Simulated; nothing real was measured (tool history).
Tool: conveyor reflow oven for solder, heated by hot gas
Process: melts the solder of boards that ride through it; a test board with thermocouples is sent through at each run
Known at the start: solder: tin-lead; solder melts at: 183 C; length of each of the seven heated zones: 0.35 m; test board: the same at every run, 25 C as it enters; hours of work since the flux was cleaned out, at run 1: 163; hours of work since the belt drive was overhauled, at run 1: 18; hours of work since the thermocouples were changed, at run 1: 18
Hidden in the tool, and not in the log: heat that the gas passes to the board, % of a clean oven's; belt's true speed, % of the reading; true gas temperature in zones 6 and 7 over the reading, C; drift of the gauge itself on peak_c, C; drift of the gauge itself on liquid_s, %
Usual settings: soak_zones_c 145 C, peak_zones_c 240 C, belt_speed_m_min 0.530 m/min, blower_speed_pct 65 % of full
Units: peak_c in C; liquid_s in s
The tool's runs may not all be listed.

run   hour  soak_zones_c  peak_zones_c  belt_speed_m_min  blower_speed_pct  hours of work since the flux was cleaned out  hours of work since the belt drive was overhauled  hours of work since the thermocouples were changed  peak_c  liquid_s
  1    0.0           145           240             0.530                65                                           163                                                 18                                                  18   226.1      68.8
  2    9.2           145           240             0.530                65                                           168                                                 23                                                  23   225.5      69.7
  3   17.8           145           240             0.530                65                                           173                                                 28                                                  28   226.6      69.1
  4   26.0           145           240             0.530                65                                           177                                                 33                                                  33   225.9      67.7
  5   36.0           145           240             0.530                65                                           182                                                 38                                                  38   225.5      69.2
  6   47.4           145           240             0.530                65                                           189                                                 44                                                  44   226.6      68.4
  7   54.9           145           240             0.530                65                                           193                                                 48                                                  48   225.3      67.9
  8   62.5           145           254             0.530                65                                           197                                                 53                                                  53   238.5      75.0
  9   71.2           145           254             0.530                65                                           202                                                 57                                                  57   237.2      75.3
 10   79.4           145           254             0.530                65                                           206                                                 62                                                  62   237.6      75.1
 11   86.6           145           240             0.530                65                                           210                                                 66                                                  66   225.7      67.6
 12   95.8           145           240             0.530                65                                           215                                                 71                                                  71   225.3      69.1
 13  103.9           148           240             0.530                65                                           220                                                 75                                                  75   226.9      68.6
 14  114.7           148           240             0.530                65                                           226                                                 81                                                  81   225.8      70.3
 15  123.3           148           240             0.530                65                                           230                                                 86                                                  86   226.3      70.8
 16  135.3           148           240             0.530                65                                           237                                                 93                                                  93   226.2      69.9
     151.8  -- flux residue cleaned out of gas plates and filters
 17  151.8           148           240             0.530                65                                             0                                                 99                                                  99   228.5      71.4
 18  159.7           148           240             0.444                80                                             4                                                103                                                 103   234.1      89.5
 19  169.6           139           244             0.420                78                                            10                                                109                                                 109   237.4      91.3
 20  175.3           145           240             0.598                65                                            13                                                112                                                 112   223.8      59.8
 21  183.9           145           240             0.598                65                                            18                                                116                                                 116   222.9      59.9
     188.7  -- belt drive overhauled, speed set with a stopwatch
 22  194.7           145           240             0.571                65                                            21                                                  3                                                 120   225.0      63.6
 23  205.0           145           240             0.571                65                                            27                                                  9                                                 126   225.1      63.6
     219.2  -- belt drive overhauled, speed set with a stopwatch, once more
 24  220.0           145           254             0.530                86                                            33                                                  0                                                 132   243.3      77.6
 25  226.1           159           240             0.623                65                                            36                                                  4                                                 135   225.0      61.4
 26  233.0           135           240             0.542                68                                            40                                                  8                                                 139   225.2      63.4
 27  244.3           135           239             0.542                79                                            46                                                 14                                                 145   227.0      63.9
 28  253.8           145           243             0.440                65                                            52                                                 19                                                 150   234.7      90.0
 29  265.6           145           255             0.460                65                                            58                                                 25                                                 157   245.4      89.5
 30  274.8           132           255             0.500                73                                            63                                                 30                                                 162   242.6      78.6
 31  283.8           135           249             0.421                54                                            68                                                 35                                                 167   238.5      90.3

4 ways to go on from here, each from the tool as it stands after run 31. What would each give?
  A  294.7           149           249             0.421                57                                            74                                                 41                                                 173       ?         ?
  B  294.7           145           253             0.530                65                                            74                                                 41                                                 173       ?         ?
  C  294.7           156           231             0.530                58                                            74                                                 41                                                 173       ?         ?
  D  294.7           135           236             0.578                70                                            74                                                 41                                                 173       ?         ?

run  peak_c  liquid_s
  A   240.6      96.7
  B   238.8      74.2
  C   219.1      68.5
  D   220.8      55.4
Without the tool's hidden state the same runs would have given:
run  peak_c  liquid_s
  A   240.4      96.5
  B   238.8      74.1
  C   219.0      68.4
  D   220.9      55.5

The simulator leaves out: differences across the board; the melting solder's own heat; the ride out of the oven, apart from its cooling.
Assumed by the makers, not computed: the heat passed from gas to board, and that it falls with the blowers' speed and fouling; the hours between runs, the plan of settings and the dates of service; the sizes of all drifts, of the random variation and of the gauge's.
